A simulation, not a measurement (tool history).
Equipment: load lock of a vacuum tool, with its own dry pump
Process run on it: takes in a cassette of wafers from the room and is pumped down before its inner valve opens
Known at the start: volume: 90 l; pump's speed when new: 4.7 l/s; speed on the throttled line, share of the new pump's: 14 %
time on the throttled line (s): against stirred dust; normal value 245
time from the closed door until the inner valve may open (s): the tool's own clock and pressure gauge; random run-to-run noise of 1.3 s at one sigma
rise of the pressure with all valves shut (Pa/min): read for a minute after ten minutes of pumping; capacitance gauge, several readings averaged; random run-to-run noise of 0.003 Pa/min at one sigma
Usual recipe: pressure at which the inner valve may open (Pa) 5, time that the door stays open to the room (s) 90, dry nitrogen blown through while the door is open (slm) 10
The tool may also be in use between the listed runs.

run,hour,time on the throttled line (s),pressure at which the inner valve may open (Pa),time that the door stays open to the room (s),dry nitrogen blown through while the door is open (slm),"incoming humidity of the room's air, %",time from the closed door until the inner valve may open (s),rise of the pressure with all valves shut (Pa/min)
1,0.0,245,5,90,10,42.6,419.9,0.035
2,341.8,245,5,90,10,44.9,414.6,0.046
3,787.0,245,5,39,10,45.7,422.4,0.051
4,1025.7,245,5,39,10,45.1,422.6,0.059
5,1476.6,245,5,90,15,44.1,423.3,0.078
6,1797.7,245,5,45,10,41.8,426.3,0.087
7,2009.2,245,5,45,10,47.0,424.4,0.097
8,2334.6,245,6,45,10,40.5,419.8,0.121
9,2772.5,245,6,45,10,44.3,421.7,0.143
10,3119.6,245,6,45,10,43.6,421.4,0.161
11,3349.5,245,6,45,10,43.6,423.5,0.176
12,3597.3,245,6,45,10,46.5,420.5,0.195
13,4076.0,245,6,119,10,42.1,425.6,0.238
# hour 4120.0: dry pump taken out, an overhauled one fitted
14,4308.0,245,6,119,6,45.4,402.7,0.263
15,4601.1,245,6,119,6,39.1,402.8,0.267
16,5082.1,245,6,119,6,42.8,402.9,0.313
17,5464.2,245,5,119,6,41.7,408.6,0.341
18,5906.5,245,5,90,10,46.0,407.9,0.374
19,6230.1,245,5,90,22,45.1,409.2,0.395
20,6653.1,245,5,90,22,43.3,408.3,0.420
21,6944.0,381,5,96,5,44.5,527.6,0.474
22,7229.0,381,5,45,41,47.0,527.6,0.487
23,7553.4,381,5,45,41,43.8,527.0,0.519
24,7826.2,132,5,75,10,44.3,314.5,0.574
25,8252.8,305,5,90,19,46.7,463.1,0.604
# hour 8465.0: door's seal changed, seat wiped
26,8483.6,305,5,54,19,41.6,465.8,0.017
27,8904.5,245,5,34,36,45.4,413.1,0.028
28,9393.7,179,7,122,45,45.8,349.3,0.046
29,9637.2,179,7,122,45,44.8,351.8,0.053
30,9867.7,179,7,122,45,43.5,348.9,0.055
31,10129.8,246,5,90,18,49.1,414.6,0.078
32,10470.3,245,4,89,10,49.4,420.3,0.108
33,10763.5,245,5,81,33,43.9,413.8,0.094
34,11109.3,245,5,81,33,47.8,415.9,0.118
35,11577.3,245,9,60,33,47.0,404.6,0.131
36,12015.9,351,4,102,9,46.6,515.3,0.179

Consider 4 possible next runs. They are alternatives, not a sequence: every one starts from the tool as it was left by run 36. What does each give?
A,12252.7,292,8,32,10,45.1,?,?
B,12252.7,383,5,29,30,43.6,?,?
C,12252.7,245,5,90,16,44.6,?,?
D,12252.7,245,5,90,23,43.4,?,?

run,time from the closed door until the inner valve may open (s),rise of the pressure with all valves shut (Pa/min)
A,447.4,0.179
B,535.1,0.174
C,418.8,0.184
D,418.3,0.182
With the hidden condition removed and each run's random variation left untouched, the same runs would have given:
run,time from the closed door until the inner valve may open (s),rise of the pressure with all valves shut (Pa/min)
A,435.4,0.020
B,522.9,0.013
C,405.0,0.025
D,404.5,0.021
